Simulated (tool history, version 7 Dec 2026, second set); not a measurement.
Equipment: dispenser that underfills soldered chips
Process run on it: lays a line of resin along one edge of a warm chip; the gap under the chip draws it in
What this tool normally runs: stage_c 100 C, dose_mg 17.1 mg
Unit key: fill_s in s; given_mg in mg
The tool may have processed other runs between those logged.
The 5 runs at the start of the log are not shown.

run 6 hour=38.6 | stage_c=100 dose_mg=21.7 | fill_s=74.3 given_mg=21.50
-- hour=40.2 new syringe of resin
run 7 hour=50.3 | stage_c=113 dose_mg=17.1 | fill_s=39.3 given_mg=16.87
-- hour=58.8 new syringe of resin
run 8 hour=60.3 | stage_c=113 dose_mg=20.0 | fill_s=30.8 given_mg=19.71
run 9 hour=70.8 | stage_c=113 dose_mg=20.0 | fill_s=40.3 given_mg=19.66
-- hour=76.3 new syringe of resin
run 10 hour=76.4 | stage_c=113 dose_mg=20.0 | fill_s=29.7 given_mg=19.50
run 11 hour=87.7 | stage_c=98 dose_mg=17.1 | fill_s=73.7 given_mg=16.56
-- hour=94.3 new syringe of resin
run 12 hour=96.6 | stage_c=98 dose_mg=17.1 | fill_s=57.4 given_mg=16.54
run 13 hour=103.4 | stage_c=98 dose_mg=17.1 | fill_s=68.7 given_mg=16.50
run 14 hour=109.7 | stage_c=98 dose_mg=17.1 | fill_s=80.9 given_mg=16.40
-- hour=112.5 new syringe of resin
run 15 hour=119.6 | stage_c=98 dose_mg=17.1 | fill_s=64.9 given_mg=16.33
run 16 hour=124.8 | stage_c=98 dose_mg=15.2 | fill_s=77.9 given_mg=14.68
-- hour=130.5 new syringe of resin
run 17 hour=133.2 | stage_c=98 dose_mg=17.1 | fill_s=60.4 given_mg=16.44
run 18 hour=139.0 | stage_c=100 dose_mg=17.1 | fill_s=62.3 given_mg=16.38
-- hour=148.5 new syringe of resin
run 19 hour=150.7 | stage_c=100 dose_mg=17.1 | fill_s=52.8 given_mg=16.19
run 20 hour=160.6 | stage_c=96 dose_mg=19.1 | fill_s=78.2 given_mg=18.21
run 21 hour=165.5 | stage_c=92 dose_mg=16.8 | fill_s=108.7 given_mg=16.02
-- hour=166.8 new syringe of resin
-- hour=175.0 dispensing valve cleaned and set on the balance
run 22 hour=177.3 | stage_c=92 dose_mg=18.0 | fill_s=87.0 given_mg=17.99
run 23 hour=184.4 | stage_c=105 dose_mg=19.1 | fill_s=62.2 given_mg=18.89
-- hour=185.4 new syringe of resin
run 24 hour=194.8 | stage_c=105 dose_mg=19.1 | fill_s=51.0 given_mg=19.10
-- hour=203.3 new syringe of resin
run 25 hour=206.7 | stage_c=102 dose_mg=15.4 | fill_s=53.3 given_mg=15.17
run 26 hour=214.5 | stage_c=102 dose_mg=18.6 | fill_s=61.3 given_mg=18.32
-- hour=221.0 new syringe of resin
run 27 hour=223.3 | stage_c=112 dose_mg=16.9 | fill_s=33.1 given_mg=16.66

Run 28 has not been measured yet. What should we expect?
run 28 hour=230.9 | stage_c=109 dose_mg=16.9 | fill_s=? given_mg=?

Run 28 gave fill_s 45.9 s, given_mg 16.62 mg.
On a tool with no hidden condition, and with the same random variation, this run would have come out at fill_s 34.8 s, given_mg 16.92 mg.
